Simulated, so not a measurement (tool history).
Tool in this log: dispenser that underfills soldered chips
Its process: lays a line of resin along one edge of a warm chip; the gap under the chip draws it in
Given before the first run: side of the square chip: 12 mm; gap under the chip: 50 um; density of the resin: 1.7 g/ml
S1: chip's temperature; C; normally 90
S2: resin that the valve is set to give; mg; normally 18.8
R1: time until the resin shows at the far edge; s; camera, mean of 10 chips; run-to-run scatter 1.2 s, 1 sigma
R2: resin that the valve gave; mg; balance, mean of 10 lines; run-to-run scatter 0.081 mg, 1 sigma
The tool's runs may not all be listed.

run	hour	S1	S2	R1	R2
1	0.0	90	18.8	164.3	18.18
2	4.5	90	23.1	205.5	22.15
# hour 6.2: new syringe of resin
3	15.4	90	18.8	185.3	17.90
# hour 18.4: new syringe of resin
4	22.0	90	18.8	137.8	17.86
# hour 30.3: new syringe of resin
5	30.5	90	18.8	114.4	17.83
6	39.4	90	18.2	191.6	17.23
# hour 43.0: new syringe of resin
7	47.8	90	18.2	147.1	17.20
# hour 54.9: new syringe of resin
8	58.2	90	18.2	130.7	17.05
# hour 67.1: new syringe of resin
9	67.7	76	18.8	174.5	17.49
10	72.5	76	18.8	229.8	17.30
# hour 75.9: dispensing valve cleaned and set on the balance
# hour 80.1: new syringe of resin
11	80.5	90	17.9	114.6	17.89
12	90.9	80	18.8	280.2	18.81
# hour 92.3: new syringe of resin
13	98.2	90	23.3	148.1	23.04
# hour 104.9: new syringe of resin
14	107.8	90	23.3	127.5	22.72
15	116.2	90	23.3	208.9	22.66
# hour 117.4: new syringe of resin
16	121.0	90	18.8	132.5	18.34
# hour 129.3: new syringe of resin
17	130.2	79	18.8	160.3	18.31
18	138.1	79	18.8	252.6	18.09
# hour 141.6: new syringe of resin
19	146.1	79	18.8	195.5	17.91
20	153.1	79	18.8	292.1	17.97
# hour 154.2: new syringe of resin
21	161.1	79	17.7	230.1	16.67
# hour 166.7: new syringe of resin
22	169.4	87	16.6	145.5	15.66
# hour 178.8: new syringe of resin
23	180.3	87	16.6	136.1	15.42
24	186.4	95	23.7	142.2	22.01
# hour 191.2: new syringe of resin
25	191.3	77	23.7	159.6	21.99

Expected results for the next run?
26	198.2	102	22.5	?	?

R1: 116.2 s
R2: 20.69 mg
Take away the tool's hidden state, keep the run-to-run variation as it was, and the same run would have given R1 80.7 s, R2 22.37 mg.
